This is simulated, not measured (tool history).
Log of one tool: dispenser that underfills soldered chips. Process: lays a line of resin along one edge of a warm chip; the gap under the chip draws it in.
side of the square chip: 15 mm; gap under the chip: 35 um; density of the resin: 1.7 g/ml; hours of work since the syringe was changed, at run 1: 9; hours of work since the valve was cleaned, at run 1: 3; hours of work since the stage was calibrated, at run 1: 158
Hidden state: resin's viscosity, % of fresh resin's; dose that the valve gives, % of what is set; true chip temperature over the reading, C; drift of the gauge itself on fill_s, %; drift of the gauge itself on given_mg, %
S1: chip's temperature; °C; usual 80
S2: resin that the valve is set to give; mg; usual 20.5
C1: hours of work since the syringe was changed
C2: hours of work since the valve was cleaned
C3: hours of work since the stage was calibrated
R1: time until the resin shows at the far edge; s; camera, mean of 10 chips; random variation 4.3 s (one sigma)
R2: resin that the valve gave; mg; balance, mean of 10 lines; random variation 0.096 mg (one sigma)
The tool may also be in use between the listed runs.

Run 1, hour 0: usual settings; C1 9; C2 3; C3 158. Result: R1 912.2 s, R2 20.49 mg.
At hour 4.1: new syringe of resin.
Run 2, hour 7.9: usual settings; C1 2; C2 8; C3 162. Result: R1 543.9 s, R2 20.23 mg.
Run 3, hour 14.7: usual settings; C1 7; C2 12; C3 167. Result: R1 768.3 s, R2 20.21 mg.
Run 4, hour 19.7: usual settings; C1 10; C2 16; C3 170. Result: R1 1008.2 s, R2 20.1 mg.
At hour 22.5: new syringe of resin.
Run 5, hour 28.9: usual settings but S1 88 °C; C1 4; C2 21; C3 176. Result: R1 436.4 s, R2 20.07 mg.
Run 6, hour 36: usual settings but S1 88 °C; C1 9; C2 26; C3 180. Result: R1 625.8 s, R2 20.18 mg.
At hour 40.5: new syringe of resin.
Run 7, hour 40.5: usual settings but S1 77 °C; C1 0; C2 29; C3 183. Result: R1 521.2 s, R2 19.87 mg.
Run 8, hour 44.4: usual settings but S1 77 °C, S2 17.7 mg; C1 2; C2 31; C3 185. Result: R1 642.4 s, R2 17.2 mg.
Run 9, hour 52.2: usual settings but S1 77 °C, S2 17.7 mg; C1 8; C2 36; C3 191. Result: R1 957.6 s, R2 17.24 mg.
At hour 58.9: new syringe of resin.
Run 10, hour 60.3: usual settings but S1 77 °C, S2 17.7 mg; C1 1; C2 41; C3 196. Result: R1 580.5 s, R2 17.05 mg.
Run 11, hour 68.9: usual settings but S1 75 °C, S2 19.7 mg; C1 6; C2 47; C3 201. Result: R1 955.7 s, R2 18.86 mg.
At hour 77.3: new syringe of resin.
Run 12, hour 77.3: usual settings but S1 84 °C, S2 19.1 mg; C1 0; C2 52; C3 206. Result: R1 383.7 s, R2 18.42 mg.
Run 13, hour 81.5: usual settings but S1 74 °C, S2 18.8 mg; C1 3; C2 55; C3 209. Result: R1 768.7 s, R2 17.94 mg.
Run 14, hour 87.5: usual settings but S1 91 °C, S2 23.8 mg; C1 7; C2 58; C3 213. Result: R1 473.2 s, R2 22.75 mg.
Run 15, hour 91.9: usual settings but S1 70 °C; C1 9; C2 61; C3 216. Result: R1 1562.2 s, R2 19.32 mg.
At hour 95.4: new syringe of resin.
Run 16, hour 100.6: usual settings but S1 88 °C, S2 19.3 mg; C1 3; C2 67; C3 221. Result: R1 428.5 s, R2 18.3 mg.
Run 17, hour 105.3: usual settings but S1 70 °C, S2 19.5 mg; C1 6; C2 70; C3 224. Result: R1 1250.9 s, R2 18.38 mg.
Run 18, hour 109.7: usual settings but S1 70 °C, S2 19.5 mg; C1 9; C2 73; C3 227. Result: R1 1599.4 s, R2 18.38 mg.
At hour 113.8: new syringe of resin.
Run 19, hour 115.9: usual settings but S1 86 °C, S2 17.8 mg; C1 1; C2 76; C3 231. Result: R1 407.2 s, R2 16.67 mg.
Run 20, hour 124.8: usual settings but S1 86 °C, S2 17.8 mg; C1 7; C2 82; C3 236. Result: R1 643.4 s, R2 16.54 mg.

The same runs without the tool's hidden state, with the same run-to-run variation:
run     R1     R2
  1  427.1  20.55
  2  423.7  20.38
  3  422.3  20.43
  4  428.1  20.38
  5  297.1  20.46
  6  296.1  20.64
  7  495.7  20.37
  8  499.5  17.68
  9  496.7  17.79
 10  503.3  17.67
 11  534.7  19.63
 12  355.9  19.26
 13  571.9  18.81
 14  262.3  23.92
 15  681.7  20.37
 16  299.9  19.38
 17  684.7  19.52
 18  697.6  19.57
 19  332.3  17.81
 20  332.7  17.75

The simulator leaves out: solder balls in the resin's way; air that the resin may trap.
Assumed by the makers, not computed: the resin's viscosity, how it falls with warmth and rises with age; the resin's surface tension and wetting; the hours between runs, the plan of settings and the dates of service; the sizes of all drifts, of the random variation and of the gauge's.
